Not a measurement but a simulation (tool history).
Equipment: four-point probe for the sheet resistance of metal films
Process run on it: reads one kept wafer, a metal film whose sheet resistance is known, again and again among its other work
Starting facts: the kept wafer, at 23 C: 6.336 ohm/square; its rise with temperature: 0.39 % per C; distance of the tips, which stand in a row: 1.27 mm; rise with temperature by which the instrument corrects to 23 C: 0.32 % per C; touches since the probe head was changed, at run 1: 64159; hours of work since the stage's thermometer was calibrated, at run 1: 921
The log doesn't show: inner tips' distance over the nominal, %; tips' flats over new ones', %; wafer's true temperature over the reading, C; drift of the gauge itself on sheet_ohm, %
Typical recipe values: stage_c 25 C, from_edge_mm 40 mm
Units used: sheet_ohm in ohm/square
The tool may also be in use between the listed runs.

run    hour  stage_c  from_edge_mm  touches since the probe head was changed  hours of work since the stage's thermometer was calibrated  sheet_ohm
  1     0.0       25            40                                     64159                                                         921   6.327823
  2    77.5       34            40                                     65978                                                         953   6.361427
  3   175.5       34            40                                     68280                                                         992   6.359197
  4   228.4       25            40                                     69524                                                        1013   6.324477
  5   307.4       25            40                                     71379                                                        1045   6.325983
  6   365.0       25            40                                     72732                                                        1068   6.325176
  7   411.8       25            25                                     73831                                                        1087   6.330999
  8   509.7       25            25                                     76129                                                        1126   6.329291
  9   555.5       25            25                                     77204                                                        1145   6.327294
 10   614.8       25            40                                     78598                                                        1169   6.325065
 11   682.0       25            40                                     80176                                                        1196   6.321498
 12   765.2       25            40                                     82130                                                        1229   6.321742
 13   819.6       25            40                                     83407                                                        1251   6.320328
 14   911.0       25            40                                     85553                                                        1288   6.319971
 15   978.0       25            14                                     87126                                                        1315   6.344194
 16  1068.3       25            40                                     89248                                                        1351   6.320399
 17  1140.5       25             7                                     90943                                                        1380   6.421529
 18  1222.3       25            40                                     92864                                                        1413   6.315820
 19  1270.6       25            40                                     93998                                                        1433   6.316249
 20  1361.2       25            40                                     96126                                                        1469   6.316493
 21  1412.8       25            40                                     97337                                                        1490   6.312784
 22  1468.2       25            40                                     98639                                                        1512   6.314128
 23  1526.1       25            67                                     99999                                                        1535   6.310147
 24  1566.9       25            67                                    100957                                                        1552   6.308590
 25  1624.2       25            67                                    102301                                                        1575   6.310245
     1632.9  -- stage's thermometer calibrated
 26  1719.6       22            19                                    104530                                                          35   6.309879
 27  1783.7       26             5                                    106036                                                          61   6.521217
 28  1832.3       28             9                                    107177                                                          80   6.382635
 29  1881.4       28             9                                    108331                                                         100   6.383056
 30  1952.6       23            39                                    110003                                                         129   6.299284
     2041.7  -- stage's thermometer calibrated, once more
 31  2044.5       25            29                                    112149                                                           1   6.315091
 32  2104.6       25            29                                    113559                                                          25   6.313256
 33  2191.8       25            15                                    115608                                                          60   6.330635
 34  2242.5       34             4                                    116799                                                          81   6.665139
 35  2283.7       19             5                                    117766                                                          97   6.493702
 36  2331.1       19             5                                    118880                                                         116   6.493899
 37  2418.2       19             5                                    120925                                                         151   6.492881
 38  2466.1       20            40                                    122050                                                         171   6.284845
 39  2551.9       25             4                                    124065                                                         205   6.624347
 40  2620.8       21            38                                    125683                                                         233   6.288012
 41  2678.2       21            38                                    127031                                                         256   6.288258
 42  2751.0       21            38                                    128741                                                         285   6.286255
 43  2793.4       20            64                                    129736                                                         302   6.280312
 44  2872.4       19             6                                    131591                                                         334   6.422846

Selected run-to-run steps in sheet_ohm, each split into two signed amounts: the part the tool would show with no hidden state at all (from settings, incoming material and random variation), and the remainder, which goes to the hidden state together with any gauge scatter not common to the measured and the hidden-state-free results:
Run 30 -> 31: stage_c 23 -> 25, from_edge_mm 39 -> 29, stage's thermometer calibrated, once more. sheet_ohm +0.015807 ohm/square: hidden state +0.003089, all else +0.012718.
Run 33 -> 34: stage_c 25 -> 34, from_edge_mm 15 -> 4. sheet_ohm +0.334504 ohm/square: hidden state -0.002406, all else +0.336910.
Run 38 -> 39: stage_c 20 -> 25, from_edge_mm 40 -> 4. sheet_ohm +0.339502 ohm/square: hidden state -0.003038, all else +0.342540.
Run 39 -> 40: stage_c 25 -> 21, from_edge_mm 4 -> 38. sheet_ohm -0.336335 ohm/square: hidden state +0.001320, all else -0.337655.
